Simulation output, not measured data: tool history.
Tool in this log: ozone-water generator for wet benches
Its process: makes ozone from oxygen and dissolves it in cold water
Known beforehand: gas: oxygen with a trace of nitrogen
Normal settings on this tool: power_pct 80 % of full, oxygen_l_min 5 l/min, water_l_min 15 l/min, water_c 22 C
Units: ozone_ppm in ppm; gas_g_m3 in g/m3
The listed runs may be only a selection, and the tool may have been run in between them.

run	hour	power_pct	oxygen_l_min	water_l_min	water_c	ozone_ppm	gas_g_m3
1	0.0	80	5	15	22	21.7	186.1
2	19.0	80	5	19	22	18.2	186.3
3	38.4	80	5	19	22	18.3	186.2
4	67.1	80	5	19	22	18.3	188.2
5	101.5	80	5	19	22	18.3	184.6
6	127.9	80	5	19	22	17.8	187.1
7	149.0	80	5	15	22	21.5	186.3
8	183.9	80	5	15	22	21.4	183.8
9	200.0	80	5	15	22	21.4	185.6
10	233.0	80	5	15	22	21.4	185.0
11	254.9	80	5	15	22	21.4	186.1
12	283.1	80	5	15	22	21.3	183.7
13	318.8	80	5	15	22	21.4	186.0
14	335.8	80	5	15	22	21.5	185.7
15	369.2	80	5	15	22	21.3	185.0
16	395.3	57	5	15	22	17.1	145.8
17	430.5	80	5	10	22	27.3	185.0
18	450.5	75	5	15	22	20.5	178.4
19	469.5	75	5	15	22	20.6	177.5

Run 20, settings as shown, results not yet in. Your forecast:
20	490.2	75	5	15	22	?	?

ozone_ppm: 20.4 ppm
gas_g_m3: 176.5 g/m3
On a tool with no hidden condition, and with the same random variation, this run would have come out at ozone_ppm 21.9 ppm, gas_g_m3 180.8 g/m3.
